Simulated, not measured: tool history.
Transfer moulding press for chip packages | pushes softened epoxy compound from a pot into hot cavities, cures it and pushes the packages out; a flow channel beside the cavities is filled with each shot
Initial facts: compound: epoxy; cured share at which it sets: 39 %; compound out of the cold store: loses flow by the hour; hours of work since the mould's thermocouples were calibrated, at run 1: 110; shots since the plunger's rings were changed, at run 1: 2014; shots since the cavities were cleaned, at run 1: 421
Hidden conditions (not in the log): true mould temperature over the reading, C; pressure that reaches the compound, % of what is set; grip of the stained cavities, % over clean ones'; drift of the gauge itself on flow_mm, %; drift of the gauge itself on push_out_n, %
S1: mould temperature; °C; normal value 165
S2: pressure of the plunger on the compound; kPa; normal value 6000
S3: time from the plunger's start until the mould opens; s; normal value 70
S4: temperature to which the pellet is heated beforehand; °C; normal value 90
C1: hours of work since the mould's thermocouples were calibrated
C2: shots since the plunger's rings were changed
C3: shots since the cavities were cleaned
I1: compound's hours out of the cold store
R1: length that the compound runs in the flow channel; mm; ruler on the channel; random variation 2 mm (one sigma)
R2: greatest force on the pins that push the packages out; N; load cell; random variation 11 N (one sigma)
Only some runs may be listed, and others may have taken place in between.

run	hour	S1	S2	S3	S4	C1	C2	C3	I1	R1	R2
1	0	165	6000	70	90	110	2014	421	37.5	775	765
2	9.9	165	6000	70	82	116	2144	551	15.3	857	840
# hour 20.1: cavities cleaned with cleaning compound and waxed
3	33.5	165	6000	70	90	130	2433	176	35.3	782	1030
4	52.3	165	6000	70	90	141	2678	421	19.9	833	1039
# hour 70.8: cavities cleaned with cleaning compound and waxed
5	77.7	172	6000	70	90	156	2992	91	17.8	830	523
# hour 84.1: cavities cleaned with cleaning compound and waxed, once more
6	103.5	172	6000	70	90	171	3310	254	12.8	844	612
7	118.2	172	6000	53	90	180	3502	446	46.7	726	806
# hour 135: cavities cleaned with cleaning compound and waxed
8	135.8	172	6000	53	90	190	3713	11	32.8	772	525
# hour 139.4: plunger's sealing rings changed
9	152.8	172	6000	53	90	199	176	201	30.2	798	692
10	173.8	168	6000	53	90	212	450	475	24.4	827	1037
11	184.3	168	6000	53	90	219	588	613	15.8	859	1202
# hour 189: cavities cleaned with cleaning compound and waxed
12	200.3	161	6000	70	90	228	777	148	29.8	818	751
13	215.5	165	5620	70	90	237	976	347	34.6	767	744
14	225.3	165	5620	70	90	243	1105	476	21.7	810	833
# hour 239.2: cavities cleaned with cleaning compound and waxed
15	250.9	165	4710	70	98	258	1421	154	13	771	649
16	268.8	165	4710	70	98	269	1654	387	44.2	672	745
# hour 290.3: cavities cleaned with cleaning compound and waxed
17	293.6	171	5250	70	92	284	1960	44	42.3	701	493
18	315.9	171	5250	70	92	297	2252	336	25.7	751	651
19	327.3	171	5250	70	92	304	2401	485	33.1	727	691
20	337.2	157	7100	85	91	311	2531	615	44.4	833	929
# hour 341.5: cavities cleaned with cleaning compound and waxed
21	350.9	157	7100	85	91	318	2689	122	34.7	870	702
22	374.1	165	4560	70	87	332	2994	427	23.2	717	816
23	385.4	166	4790	70	85	339	3142	575	44.6	664	801
# hour 391.6: cavities cleaned with cleaning compound and waxed
24	402.9	165	6750	70	92	349	3351	147	26.6	857	616
25	419.6	166	4800	90	99	360	3569	365	26.6	716	651
# hour 435: plunger's sealing rings changed
26	436.1	166	5790	79	86	368	13	548	41.9	757	740
# hour 444.8: cavities cleaned with cleaning compound and waxed
27	453.1	166	6080	79	86	378	216	107	41.3	779	523

What would each run have given without the hidden state, its run-to-run variation left as it was?
run	R1	R2
1	787	474
2	871	485
3	797	485
4	850	486
5	849	439
6	864	439
7	745	499
8	793	498
9	799	513
10	830	612
11	863	665
12	823	573
13	773	482
14	817	496
15	779	504
16	680	475
17	711	445
18	764	432
19	740	417
20	847	517
21	886	553
22	732	498
23	679	458
24	877	481
25	734	424
26	756	435
27	778	430
